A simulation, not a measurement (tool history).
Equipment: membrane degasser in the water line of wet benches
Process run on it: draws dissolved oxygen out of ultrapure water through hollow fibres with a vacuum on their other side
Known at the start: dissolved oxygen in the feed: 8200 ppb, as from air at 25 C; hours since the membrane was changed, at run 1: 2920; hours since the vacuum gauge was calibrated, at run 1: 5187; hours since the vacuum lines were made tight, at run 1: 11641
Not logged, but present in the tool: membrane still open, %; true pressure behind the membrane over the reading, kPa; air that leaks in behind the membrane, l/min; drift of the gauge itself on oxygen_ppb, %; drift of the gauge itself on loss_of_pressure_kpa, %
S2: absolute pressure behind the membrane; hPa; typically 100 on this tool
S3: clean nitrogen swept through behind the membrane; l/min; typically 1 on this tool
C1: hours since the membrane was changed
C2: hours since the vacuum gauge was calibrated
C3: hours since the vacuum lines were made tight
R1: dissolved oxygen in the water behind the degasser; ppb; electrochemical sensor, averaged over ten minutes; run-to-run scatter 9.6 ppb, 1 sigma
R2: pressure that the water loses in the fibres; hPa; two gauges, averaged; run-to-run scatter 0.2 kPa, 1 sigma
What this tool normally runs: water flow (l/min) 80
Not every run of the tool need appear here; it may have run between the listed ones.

run 1 hour=0 | water_flow_(l/min)=80 S2=100 S3=1 | C1=2920 C2=5187 C3=11641 | R1=968.7 R2=466.2
run 2 hour=76.8 | water_flow_(l/min)=80 S2=100 S3=1 | C1=2997 C2=5264 C3=11718 | R1=958.6 R2=465.8
run 3 hour=153.6 | water_flow_(l/min)=80 S2=100 S3=1 | C1=3073 C2=5340 C3=11794 | R1=952 R2=466
-- hour=243.2 seals of the vacuum lines changed
run 4 hour=267.2 | water_flow_(l/min)=80 S2=100 S3=1 | C1=3185 C2=5452 C3=24 | R1=971 R2=465.2
run 5 hour=347.6 | water_flow_(l/min)=80 S2=100 S3=1.96 | C1=3265 C2=5532 C3=104 | R1=660.4 R2=467.7
run 6 hour=426.4 | water_flow_(l/min)=80 S2=100 S3=1 | C1=3344 C2=5611 C3=183 | R1=957.3 R2=468.6
run 7 hour=495.8 | water_flow_(l/min)=80 S2=104 S3=1 | C1=3414 C2=5681 C3=253 | R1=1029.4 R2=468.2
run 8 hour=549.6 | water_flow_(l/min)=80 S2=104 S3=1 | C1=3467 C2=5734 C3=306 | R1=1018.7 R2=469.6
run 9 hour=630.6 | water_flow_(l/min)=89 S2=100 S3=1 | C1=3548 C2=5815 C3=387 | R1=1070.8 R2=521.8
run 10 hour=705.5 | water_flow_(l/min)=77 S2=100 S3=1 | C1=3623 C2=5890 C3=462 | R1=929.6 R2=455.3
run 11 hour=825.7 | water_flow_(l/min)=96 S2=89 S3=0.87 | C1=3743 C2=6010 C3=582 | R1=1077.9 R2=564.1
-- hour=842.3 vacuum gauge calibrated
run 12 hour=899.3 | water_flow_(l/min)=86 S2=90 S3=2.64 | C1=3817 C2=57 C3=656 | R1=543 R2=505.8
run 13 hour=1002.2 | water_flow_(l/min)=86 S2=98 S3=0.49 | C1=3920 C2=160 C3=759 | R1=1408.7 R2=506.2
run 14 hour=1112.4 | water_flow_(l/min)=119 S2=116 S3=1 | C1=4030 C2=270 C3=869 | R1=1593.4 R2=704.3
run 15 hour=1225.7 | water_flow_(l/min)=119 S2=116 S3=1 | C1=4143 C2=383 C3=982 | R1=1610.2 R2=708.4
run 16 hour=1335.4 | water_flow_(l/min)=62 S2=100 S3=1 | C1=4253 C2=493 C3=1092 | R1=766.3 R2=365.1
run 17 hour=1445.8 | water_flow_(l/min)=62 S2=100 S3=0.52 | C1=4363 C2=604 C3=1202 | R1=1107.9 R2=366.8
run 18 hour=1553.6 | water_flow_(l/min)=99 S2=169 S3=1 | C1=4471 C2=711 C3=1310 | R1=1952.3 R2=586.7
run 19 hour=1610.2 | water_flow_(l/min)=96 S2=100 S3=0.52 | C1=4528 C2=768 C3=1367 | R1=1504.2 R2=569.4

4 ways to go on from here, each from the tool as it stands after run 19. What would each give?
run A hour=1660.5 | water_flow_(l/min)=60 S2=131 S3=1.51 | C1=4578 C2=818 C3=1417 | R1=? R2=?
run B hour=1660.5 | water_flow_(l/min)=101 S2=100 S3=1.51 | C1=4578 C2=818 C3=1417 | R1=? R2=?
run C hour=1660.5 | water_flow_(l/min)=107 S2=92 S3=0.52 | C1=4578 C2=818 C3=1417 | R1=? R2=?
run D hour=1660.5 | water_flow_(l/min)=78 S2=100 S3=1 | C1=4578 C2=818 C3=1417 | R1=? R2=?

run=A R1=793.2 R2=356.7
run=B R1=998.6 R2=599.1
run=C R1=1478 R2=641.1
run=D R1=951.3 R2=464.6
What these runs would have given with no unlogged condition in the tool:
run=A R1=793.1 R2=348.9
run=B R1=998.3 R2=586
run=C R1=1477.7 R2=627.2
run=D R1=951.1 R2=454.4
